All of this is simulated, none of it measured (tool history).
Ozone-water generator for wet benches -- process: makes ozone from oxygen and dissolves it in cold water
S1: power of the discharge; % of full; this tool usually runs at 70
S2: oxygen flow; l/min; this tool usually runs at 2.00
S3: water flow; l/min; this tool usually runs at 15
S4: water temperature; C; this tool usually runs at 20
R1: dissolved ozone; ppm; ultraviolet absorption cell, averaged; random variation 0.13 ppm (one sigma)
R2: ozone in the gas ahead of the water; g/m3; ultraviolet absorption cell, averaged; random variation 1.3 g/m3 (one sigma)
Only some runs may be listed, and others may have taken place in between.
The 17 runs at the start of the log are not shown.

run    hour  S1    S2  S3  S4    R1     R2
 18   782.4  68  2.02  11  15  17.1  219.6
 19   823.7  70  1.28  15  15  12.2  298.3
 20   863.1  53  1.07  19  14   7.8  288.4
 21   911.1  53  1.07  19  14   7.9  289.3
 22   943.6  53  1.07  19  14   7.6  288.6
 23   989.1  96  1.72  12  17  18.6  294.4
 24  1055.7  96  1.72  12  17  18.2  287.9
 25  1083.9  68  1.55  12  13  15.5  260.4
 26  1124.7  68  1.55  12  13  15.8  255.6
 27  1182.3  68  1.55  17  13  10.8  254.4
 28  1245.2  68  1.55  17  13  10.5  257.5
 29  1286.9  68  1.55  17  13  10.8  254.9
 30  1328.0  60  1.75  17  13  10.1  222.2
 31  1388.1  59  1.04  15  14  10.5  306.2

Alternative continuations, all from the tool just after run 31; predict every row:
     1403.3  -- water thermometer calibrated
  A  1415.7  63  1.04  15  14   ?   ?
     1403.3  -- water thermometer calibrated
  B  1415.7  52  1.60  15  21   ?   ?
     1403.3  -- water thermometer calibrated
  C  1415.7  70  1.61  15  20   ?   ?
     1403.3  -- water thermometer calibrated
  D  1415.7  96  2.36  15  20   ?   ?
     1403.3  -- water thermometer calibrated
  E  1415.7  63  1.04  15  18   ?   ?

run    R1     R2
  A  10.8  315.6
  B   9.8  217.1
  C  11.8  253.0
  D  14.2  232.9
  E  10.7  319.5
Without the tool's unlogged condition, the same runs would have read:
run    R1     R2
  A  11.9  331.8
  B  10.8  227.0
  C  13.0  266.8
  D  15.8  247.8
  E  11.7  335.8
